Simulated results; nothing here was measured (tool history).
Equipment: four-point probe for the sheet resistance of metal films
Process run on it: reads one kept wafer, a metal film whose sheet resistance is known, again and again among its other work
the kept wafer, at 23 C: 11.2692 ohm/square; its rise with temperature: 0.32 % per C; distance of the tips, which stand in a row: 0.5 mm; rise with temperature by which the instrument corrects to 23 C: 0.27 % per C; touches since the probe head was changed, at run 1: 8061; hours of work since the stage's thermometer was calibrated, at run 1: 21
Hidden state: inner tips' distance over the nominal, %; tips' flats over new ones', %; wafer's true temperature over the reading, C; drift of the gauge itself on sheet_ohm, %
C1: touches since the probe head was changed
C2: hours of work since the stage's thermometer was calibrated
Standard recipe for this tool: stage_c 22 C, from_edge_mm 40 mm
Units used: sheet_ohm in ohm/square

{"run": 1, "hour": 0.0, "stage_c": 22, "from_edge_mm": 40, "C1": 8061, "C2": 21, "sheet_ohm": 11.25587}
{"run": 2, "hour": 46.3, "stage_c": 22, "from_edge_mm": 40, "C1": 9342, "C2": 47, "sheet_ohm": 11.254728}
{"run": 3, "hour": 77.8, "stage_c": 22, "from_edge_mm": 40, "C1": 10214, "C2": 65, "sheet_ohm": 11.264434}
{"run": 4, "hour": 123.7, "stage_c": 22, "from_edge_mm": 40, "C1": 11486, "C2": 91, "sheet_ohm": 11.258724}
{"run": 5, "hour": 168.4, "stage_c": 22, "from_edge_mm": 40, "C1": 12723, "C2": 116, "sheet_ohm": 11.262627}
{"run": 6, "hour": 207.1, "stage_c": 22, "from_edge_mm": 40, "C1": 13794, "C2": 138, "sheet_ohm": 11.263268}
{"run": 7, "hour": 254.4, "stage_c": 22, "from_edge_mm": 40, "C1": 15103, "C2": 164, "sheet_ohm": 11.266814}
{"run": 8, "hour": 294.2, "stage_c": 22, "from_edge_mm": 40, "C1": 16205, "C2": 187, "sheet_ohm": 11.261717}
{"run": 9, "hour": 355.1, "stage_c": 28, "from_edge_mm": 40, "C1": 17889, "C2": 221, "sheet_ohm": 11.296072}
{"run": 10, "hour": 386.6, "stage_c": 28, "from_edge_mm": 40, "C1": 18760, "C2": 239, "sheet_ohm": 11.299045}
{"run": 11, "hour": 441.8, "stage_c": 23, "from_edge_mm": 56, "C1": 20287, "C2": 270, "sheet_ohm": 11.271112}
{"run": 12, "hour": 480.4, "stage_c": 21, "from_edge_mm": 30, "C1": 21358, "C2": 291, "sheet_ohm": 11.256049}
{"run": 13, "hour": 519.8, "stage_c": 24, "from_edge_mm": 10, "C1": 22447, "C2": 313, "sheet_ohm": 11.293029}
{"run": 14, "hour": 567.0, "stage_c": 25, "from_edge_mm": 23, "C1": 23753, "C2": 340, "sheet_ohm": 11.28628}
{"run": 15, "hour": 596.2, "stage_c": 25, "from_edge_mm": 23, "C1": 24562, "C2": 356, "sheet_ohm": 11.287845}
{"run": 16, "hour": 650.8, "stage_c": 21, "from_edge_mm": 29, "C1": 26074, "C2": 387, "sheet_ohm": 11.261667}
{"run": 17, "hour": 676.4, "stage_c": 29, "from_edge_mm": 9, "C1": 26782, "C2": 402, "sheet_ohm": 11.327864}
{"run": 18, "hour": 722.8, "stage_c": 20, "from_edge_mm": 40, "C1": 28065, "C2": 428, "sheet_ohm": 11.256059}
{"run": 19, "hour": 754.2, "stage_c": 20, "from_edge_mm": 40, "C1": 28933, "C2": 445, "sheet_ohm": 11.258794}
{"run": 20, "hour": 793.3, "stage_c": 19, "from_edge_mm": 37, "C1": 30016, "C2": 467, "sheet_ohm": 11.252132}

Predict each of these 3 candidate next runs independently; none follows another, all start after run 20:
{"run": "A", "hour": 822.3, "stage_c": 33, "from_edge_mm": 47, "C1": 30821, "C2": 484, "sheet_ohm": "?"}
{"run": "B", "hour": 822.3, "stage_c": 19, "from_edge_mm": 47, "C1": 30821, "C2": 484, "sheet_ohm": "?"}
{"run": "C", "hour": 822.3, "stage_c": 26, "from_edge_mm": 54, "C1": 30821, "C2": 484, "sheet_ohm": "?"}

run=A sheet_ohm=11.333738
run=B sheet_ohm=11.248433
run=C sheet_ohm=11.294883
Stripped of hidden state, with their random variation kept, the same runs would have yielded:
run=A sheet_ohm=11.327819
run=B sheet_ohm=11.242603
run=C sheet_ohm=11.289006
